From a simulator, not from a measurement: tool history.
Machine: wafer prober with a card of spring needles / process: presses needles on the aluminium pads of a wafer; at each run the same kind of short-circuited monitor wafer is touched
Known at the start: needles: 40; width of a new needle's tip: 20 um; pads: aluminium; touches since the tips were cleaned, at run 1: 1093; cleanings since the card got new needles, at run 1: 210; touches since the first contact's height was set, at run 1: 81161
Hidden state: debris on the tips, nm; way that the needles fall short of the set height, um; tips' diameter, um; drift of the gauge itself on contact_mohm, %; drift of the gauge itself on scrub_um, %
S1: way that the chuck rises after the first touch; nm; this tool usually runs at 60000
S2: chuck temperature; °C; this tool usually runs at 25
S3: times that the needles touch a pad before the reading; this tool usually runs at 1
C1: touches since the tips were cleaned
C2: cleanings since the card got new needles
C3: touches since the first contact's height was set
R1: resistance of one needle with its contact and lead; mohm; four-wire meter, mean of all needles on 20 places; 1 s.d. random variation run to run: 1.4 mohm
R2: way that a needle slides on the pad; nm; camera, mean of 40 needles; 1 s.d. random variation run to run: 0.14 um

run,hour,S1,S2,S3,C1,C2,C3,R1,R2
1,0.0,60000,25,1,1093,210,81161,190,11240
# hour 5.0: tips cleaned on abrasive film
# hour 13.3: tips cleaned on abrasive film
# hour 21.5: tips cleaned on abrasive film
# hour 29.8: tips cleaned on abrasive film
# hour 38.1: tips cleaned on abrasive film
# hour 44.7: tips cleaned on abrasive film
# hour 51.4: tips cleaned on abrasive film
# hour 59.6: tips cleaned on abrasive film
2,61.0,44000,25,1,467,218,101786,201,7740
# hour 67.6: tips cleaned on abrasive film
# hour 75.9: tips cleaned on abrasive film
# hour 84.2: tips cleaned on abrasive film
# hour 92.5: tips cleaned on abrasive film
# hour 100.7: tips cleaned on abrasive film
# hour 107.4: tips cleaned on abrasive film
3,113.3,60000,25,1,2040,224,119505,226,10420
# hour 115.1: tips cleaned on abrasive film
# hour 123.3: tips cleaned on abrasive film
# hour 130.0: tips cleaned on abrasive film
# hour 136.6: tips cleaned on abrasive film
# hour 144.9: tips cleaned on abrasive film
# hour 151.5: tips cleaned on abrasive film
# hour 159.8: tips cleaned on abrasive film
# hour 168.1: tips cleaned on abrasive film
# hour 174.7: tips cleaned on abrasive film
# hour 181.3: tips cleaned on abrasive film
# hour 189.6: tips cleaned on abrasive film
# hour 196.3: tips cleaned on abrasive film
4,196.7,60000,32,1,156,236,147658,154,10170
# hour 203.3: tips cleaned on abrasive film
# hour 210.0: tips cleaned on abrasive film
# hour 215.2: height of the first contact set anew
# hour 218.6: tips cleaned on abrasive film
# hour 226.8: tips cleaned on abrasive film
# hour 233.5: tips cleaned on abrasive film
# hour 240.1: tips cleaned on abrasive film
# hour 248.4: tips cleaned on abrasive film
# hour 256.6: tips cleaned on abrasive film
# hour 264.9: tips cleaned on abrasive film
# hour 273.2: tips cleaned on abrasive film
5,276.6,43000,32,1,1164,246,20762,233,8230
# hour 280.0: tips cleaned on abrasive film
# hour 286.6: tips cleaned on abrasive film
# hour 294.9: tips cleaned on abrasive film
# hour 303.2: tips cleaned on abrasive film
# hour 311.4: tips cleaned on abrasive film
# hour 318.1: tips cleaned on abrasive film
# hour 326.3: tips cleaned on abrasive film
# hour 333.0: tips cleaned on abrasive film
# hour 341.3: tips cleaned on abrasive film
6,341.3,43000,32,1,31,255,42635,162,8100
# hour 348.0: tips cleaned on abrasive film
# hour 354.6: tips cleaned on abrasive film
# hour 361.3: tips cleaned on abrasive film
# hour 369.5: tips cleaned on abrasive film
# hour 376.2: tips cleaned on abrasive film
# hour 384.4: tips cleaned on abrasive film
# hour 392.7: tips cleaned on abrasive film
# hour 401.0: tips cleaned on abrasive film
# hour 407.6: tips cleaned on abrasive film
# hour 414.3: tips cleaned on abrasive film
7,419.4,43000,32,1,1758,265,69033,314,7670
# hour 421.1: tips cleaned on abrasive film
# hour 429.4: tips cleaned on abrasive film
# hour 437.7: tips cleaned on abrasive film
# hour 444.3: tips cleaned on abrasive film
# hour 452.6: tips cleaned on abrasive film
# hour 460.9: tips cleaned on abrasive film
# hour 469.1: tips cleaned on abrasive film
# hour 477.4: tips cleaned on abrasive film
# hour 484.0: tips cleaned on abrasive film
# hour 492.3: tips cleaned on abrasive film
# hour 500.6: tips cleaned on abrasive film
# hour 507.2: tips cleaned on abrasive film
8,511.3,43000,32,1,1383,277,100093,294,7290
# hour 514.6: tips cleaned on abrasive film
# hour 522.9: tips cleaned on abrasive film
# hour 531.2: tips cleaned on abrasive film
# hour 539.5: tips cleaned on abrasive film
# hour 546.1: tips cleaned on abrasive film
9,550.5,43000,32,1,1514,282,113366,307,7390
# hour 553.9: tips cleaned on abrasive film
# hour 560.5: tips cleaned on abrasive film
# hour 567.2: tips cleaned on abrasive film
# hour 573.8: tips cleaned on abrasive film
# hour 582.1: tips cleaned on abrasive film
# hour 588.7: tips cleaned on abrasive film
# hour 597.0: tips cleaned on abrasive film
# hour 603.6: tips cleaned on abrasive film
10,605.6,60000,25,2,663,290,131947,161,10530
# hour 610.6: tips cleaned on abrasive film
# hour 617.2: tips cleaned on abrasive film
# hour 625.5: tips cleaned on abrasive film
# hour 632.1: tips cleaned on abrasive film
# hour 640.4: tips cleaned on abrasive film
# hour 647.0: tips cleaned on abrasive film
# hour 655.3: tips cleaned on abrasive film
# hour 667.3: card fitted with new needles
# hour 673.9: tips cleaned on abrasive film
# hour 682.2: tips cleaned on abrasive film
11,684.6,60000,25,2,823,2,5862,143,11450
# hour 689.6: tips cleaned on abrasive film
# hour 696.2: tips cleaned on abrasive film
# hour 702.9: tips cleaned on abrasive film
# hour 709.5: tips cleaned on abrasive film
# hour 717.8: tips cleaned on abrasive film
# hour 726.1: tips cleaned on abrasive film
# hour 734.3: tips cleaned on abrasive film
# hour 742.6: tips cleaned on abrasive film
12,746.1,55000,41,2,1205,10,26666,150,10560

What does the tool deliver on the next run?
# hour 749.5: tips cleaned on abrasive film
# hour 757.8: tips cleaned on abrasive film
# hour 766.0: tips cleaned on abrasive film
# hour 772.7: tips cleaned on abrasive film
# hour 780.9: tips cleaned on abrasive film
# hour 789.2: tips cleaned on abrasive film
# hour 795.8: tips cleaned on abrasive film
# hour 804.1: tips cleaned on abrasive film
# hour 812.4: tips cleaned on abrasive film
# hour 819.0: tips cleaned on abrasive film
13,822.7,57000,30,1,1266,20,52566,?,?

{"run 13": {"R1": 165, "R2": 10540}}
On a tool with no hidden condition, and with the same random variation, this run would have come out at R1 128 mohm, R2 10990 nm.

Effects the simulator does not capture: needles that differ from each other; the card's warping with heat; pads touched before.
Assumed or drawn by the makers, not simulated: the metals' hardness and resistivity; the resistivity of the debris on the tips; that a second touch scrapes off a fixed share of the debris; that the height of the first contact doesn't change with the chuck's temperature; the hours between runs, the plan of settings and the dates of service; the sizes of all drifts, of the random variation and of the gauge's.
